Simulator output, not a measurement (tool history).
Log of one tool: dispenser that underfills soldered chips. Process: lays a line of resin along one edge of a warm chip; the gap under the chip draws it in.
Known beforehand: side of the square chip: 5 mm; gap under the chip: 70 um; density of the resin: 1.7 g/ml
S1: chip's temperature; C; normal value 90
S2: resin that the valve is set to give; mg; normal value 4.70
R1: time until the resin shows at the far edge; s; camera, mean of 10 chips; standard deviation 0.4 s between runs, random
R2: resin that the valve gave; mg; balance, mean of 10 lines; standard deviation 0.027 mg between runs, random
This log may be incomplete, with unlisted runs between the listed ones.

| run | hour | S1 | S2 | R1 | R2 |
|---|---|---|---|---|---|
| 1 | 0.0 | 90 | 4.70 | 30.2 | 4.59 |
|  | 5.4 | new syringe of resin |
| 2 | 7.4 | 90 | 4.70 | 28.9 | 4.61 |
|  | 13.6 | new syringe of resin |
| 3 | 15.9 | 76 | 4.70 | 53.6 | 4.55 |
|  | 21.8 | new syringe of resin |
| 4 | 26.8 | 76 | 4.70 | 63.9 | 4.54 |
|  | 30.5 | new syringe of resin |
| 5 | 33.3 | 96 | 4.70 | 24.0 | 4.54 |
|  | 38.4 | new syringe of resin |
|  | 41.4 | dispensing valve cleaned and set on the balance |
| 6 | 43.8 | 96 | 4.29 | 26.1 | 4.32 |
|  | 47.1 | new syringe of resin |
| 7 | 49.6 | 96 | 4.29 | 22.9 | 4.30 |
|  | 55.3 | new syringe of resin |
| 8 | 62.1 | 96 | 4.29 | 29.4 | 4.24 |
|  | 63.0 | new syringe of resin |
| 9 | 68.3 | 96 | 4.29 | 27.6 | 4.23 |
|  | 71.4 | new syringe of resin |
| 10 | 76.4 | 96 | 4.29 | 27.3 | 4.20 |
|  | 79.9 | new syringe of resin |
|  | 87.7 | new syringe of resin |
| 11 | 87.7 | 96 | 4.29 | 19.6 | 4.21 |
|  | 95.4 | new syringe of resin |
| 12 | 98.6 | 90 | 4.70 | 31.0 | 4.51 |
|  | 103.5 | new syringe of resin |
|  | 108.2 | dispensing valve cleaned and set on the balance |
| 13 | 108.2 | 90 | 4.70 | 30.6 | 4.73 |
|  | 112.4 | new syringe of resin |
| 14 | 116.2 | 79 | 4.70 | 49.7 | 4.63 |
|  | 120.4 | new syringe of resin |
| 15 | 127.7 | 79 | 4.70 | 61.7 | 4.61 |
|  | 128.8 | new syringe of resin |
|  | 137.2 | new syringe of resin |
| 16 | 137.8 | 90 | 4.70 | 25.9 | 4.63 |
|  | 145.2 | new syringe of resin |
| 17 | 146.5 | 90 | 4.70 | 27.0 | 4.55 |
|  | 153.7 | new syringe of resin |
| 18 | 157.9 | 90 | 4.70 | 32.6 | 4.52 |
|  | 161.9 | new syringe of resin |
| 19 | 164.7 | 99 | 4.53 | 21.0 | 4.35 |
|  | 170.1 | new syringe of resin |
| 20 | 171.4 | 82 | 5.79 | 37.7 | 5.51 |
|  | 175.2 | dispensing valve cleaned and set on the balance |
|  | 179.7 | new syringe of resin |
| 21 | 184.7 | 82 | 5.79 | 46.4 | 5.76 |
|  | 187.6 | new syringe of resin |
|  | 195.8 | new syringe of resin |
| 22 | 197.2 | 100 | 4.51 | 19.0 | 4.43 |
|  | 203.8 | new syringe of resin |
| 23 | 208.9 | 100 | 4.51 | 22.8 | 4.41 |
|  | 211.9 | new syringe of resin |
|  | 219.9 | new syringe of resin |
| 24 | 219.9 | 104 | 4.52 | 15.0 | 4.32 |
|  | 228.2 | new syringe of resin |
| 25 | 228.5 | 104 | 4.52 | 15.0 | 4.39 |
| 26 | 234.9 | 79 | 5.53 | 59.2 | 5.26 |
|  | 236.0 | new syringe of resin |
|  | 242.5 | dispensing valve cleaned and set on the balance |
| 27 | 244.2 | 77 | 4.83 | 68.1 | 4.81 |
|  | 245.0 | new syringe of resin |
|  | 253.4 | new syringe of resin |
| 28 | 256.7 | 90 | 5.81 | 30.4 | 5.74 |
|  | 261.5 | new syringe of resin |
| 29 | 263.8 | 75 | 5.18 | 55.8 | 5.07 |
|  | 269.3 | new syringe of resin |
| 30 | 274.1 | 76 | 5.80 | 60.2 | 5.71 |
|  | 277.0 | new syringe of resin |
|  | 284.8 | new syringe of resin |
| 31 | 285.9 | 90 | 5.05 | 25.4 | 4.92 |
|  | 293.0 | new syringe of resin |
| 32 | 297.7 | 103 | 4.77 | 19.0 | 4.62 |
|  | 300.7 | new syringe of resin |
| 33 | 307.5 | 103 | 4.77 | 21.2 | 4.56 |

Here are 4 independent what-if runs from the current tool condition. What would each one return?
|  | 309.0 | dispensing valve cleaned and set on the balance |
|  | 310.3 | new syringe of resin |
|  | 318.2 | new syringe of resin |
| A | 318.2 | 103 | 4.14 | ? | ? |
|  | 309.0 | dispensing valve cleaned and set on the balance |
|  | 310.3 | new syringe of resin |
|  | 318.2 | new syringe of resin |
| B | 318.2 | 95 | 4.11 | ? | ? |
|  | 309.0 | dispensing valve cleaned and set on the balance |
|  | 310.3 | new syringe of resin |
|  | 318.2 | new syringe of resin |
| C | 318.2 | 76 | 5.28 | ? | ? |
|  | 309.0 | dispensing valve cleaned and set on the balance |
|  | 310.3 | new syringe of resin |
|  | 318.2 | new syringe of resin |
| D | 318.2 | 90 | 5.78 | ? | ? |

| run | R1 | R2 |
|---|---|---|
| A | 15.1 | 4.11 |
| B | 20.8 | 4.07 |
| C | 46.2 | 5.21 |
| D | 24.6 | 5.68 |
With the hidden condition removed and each run's random variation left untouched, the same runs would have given:
| run | R1 | R2 |
|---|---|---|
| A | 15.8 | 4.15 |
| B | 21.8 | 4.10 |
| C | 48.7 | 5.26 |
| D | 25.8 | 5.73 |
